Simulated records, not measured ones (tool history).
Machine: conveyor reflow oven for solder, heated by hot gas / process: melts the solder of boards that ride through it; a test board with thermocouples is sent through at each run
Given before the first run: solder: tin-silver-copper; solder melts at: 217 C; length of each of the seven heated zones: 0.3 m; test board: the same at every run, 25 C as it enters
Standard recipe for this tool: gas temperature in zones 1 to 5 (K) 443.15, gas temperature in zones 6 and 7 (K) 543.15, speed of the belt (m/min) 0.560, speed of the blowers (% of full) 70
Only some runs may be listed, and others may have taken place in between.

| run | day | gas temperature in zones 1 to 5 (K) | gas temperature in zones 6 and 7 (K) | speed of the belt (m/min) | speed of the blowers (% of full) | highest temperature of the board (K) | time above the solder's melting point (s) |
|---|---|---|---|---|---|---|---|
| 1 | 0.000 | 443.15 | 543.15 | 0.560 | 70 | 524.95 | 47.7 |
|  | 1.212 | belt drive overhauled, speed set with a stopwatch |
|  | 1.646 | flux residue cleaned out of gas plates and filters |
| 2 | 4.142 | 443.15 | 543.15 | 0.606 | 70 | 523.35 | 43.3 |
| 3 | 6.796 | 443.15 | 543.15 | 0.560 | 70 | 525.35 | 48.7 |
| 4 | 9.104 | 443.15 | 543.15 | 0.560 | 70 | 525.15 | 48.6 |
|  | 11.967 | belt drive overhauled, speed set with a stopwatch, once more |
| 5 | 12.042 | 443.15 | 543.15 | 0.560 | 70 | 523.85 | 45.5 |
|  | 12.738 | flux residue cleaned out of gas plates and filters |
| 6 | 14.508 | 443.15 | 547.15 | 0.560 | 70 | 528.05 | 48.1 |
| 7 | 16.358 | 443.15 | 547.15 | 0.560 | 70 | 527.45 | 48.2 |
| 8 | 18.567 | 443.15 | 547.15 | 0.560 | 70 | 527.05 | 47.6 |
| 9 | 21.133 | 440.15 | 543.15 | 0.560 | 70 | 522.55 | 44.1 |
|  | 23.429 | flux residue cleaned out of gas plates and filters |
| 10 | 24.767 | 440.15 | 543.15 | 0.560 | 70 | 523.35 | 44.9 |
|  | 26.108 | thermocouples of zones 6 and 7 changed |
| 11 | 28.442 | 440.15 | 543.15 | 0.560 | 70 | 525.55 | 46.1 |
| 12 | 31.492 | 453.15 | 543.15 | 0.560 | 70 | 527.85 | 51.4 |
|  | 34.333 | flux residue cleaned out of gas plates and filters |
| 13 | 34.833 | 453.15 | 543.15 | 0.459 | 70 | 533.55 | 68.2 |
| 14 | 37.996 | 453.15 | 543.15 | 0.459 | 70 | 532.35 | 67.7 |
| 15 | 41.612 | 450.15 | 543.15 | 0.577 | 63 | 523.25 | 46.3 |
| 16 | 43.667 | 432.15 | 543.15 | 0.560 | 67 | 521.85 | 42.0 |
|  | 45.183 | flux residue cleaned out of gas plates and filters |
| 17 | 46.079 | 432.15 | 543.15 | 0.560 | 67 | 522.45 | 42.5 |
| 18 | 49.717 | 432.15 | 543.15 | 0.560 | 67 | 522.75 | 42.2 |
| 19 | 52.388 | 432.15 | 542.15 | 0.560 | 62 | 519.55 | 39.9 |
| 20 | 54.404 | 437.15 | 543.15 | 0.560 | 68 | 523.05 | 44.3 |
|  | 56.092 | flux residue cleaned out of gas plates and filters |
| 21 | 58.217 | 437.15 | 543.15 | 0.560 | 53 | 517.55 | 39.1 |
| 22 | 60.742 | 443.15 | 543.15 | 0.560 | 52 | 518.55 | 41.5 |
| 23 | 63.475 | 443.15 | 554.15 | 0.630 | 52 | 521.35 | 37.8 |
| 24 | 66.171 | 445.15 | 543.15 | 0.479 | 56 | 525.45 | 56.7 |
|  | 66.967 | flux residue cleaned out of gas plates and filters |
|  | 67.050 | thermocouples of zones 6 and 7 changed |
| 25 | 68.142 | 443.15 | 532.15 | 0.560 | 60 | 514.05 | 38.3 |

What if the next run were any one of these 4? Each begins from the tool's condition after run 25:
|  | 68.596 | belt drive overhauled, speed set with a stopwatch |
| A | 71.954 | 437.15 | 537.15 | 0.560 | 70 | ? | ? |
|  | 68.596 | belt drive overhauled, speed set with a stopwatch |
| B | 71.954 | 443.15 | 542.15 | 0.560 | 60 | ? | ? |
|  | 68.596 | belt drive overhauled, speed set with a stopwatch |
| C | 71.954 | 443.15 | 543.15 | 0.613 | 70 | ? | ? |
|  | 68.596 | belt drive overhauled, speed set with a stopwatch |
| D | 71.954 | 431.15 | 539.15 | 0.560 | 69 | ? | ? |

| run | highest temperature of the board (K) | time above the solder's melting point (s) |
|---|---|---|
| A | 519.15 | 41.0 |
| B | 521.15 | 43.4 |
| C | 521.75 | 40.4 |
| D | 519.65 | 39.7 |
Stripped of hidden state, with their random variation kept, the same runs would have yielded:
| run | highest temperature of the board (K) | time above the solder's melting point (s) |
|---|---|---|
| A | 519.75 | 41.5 |
| B | 521.75 | 43.8 |
| C | 522.45 | 40.8 |
| D | 520.35 | 40.2 |
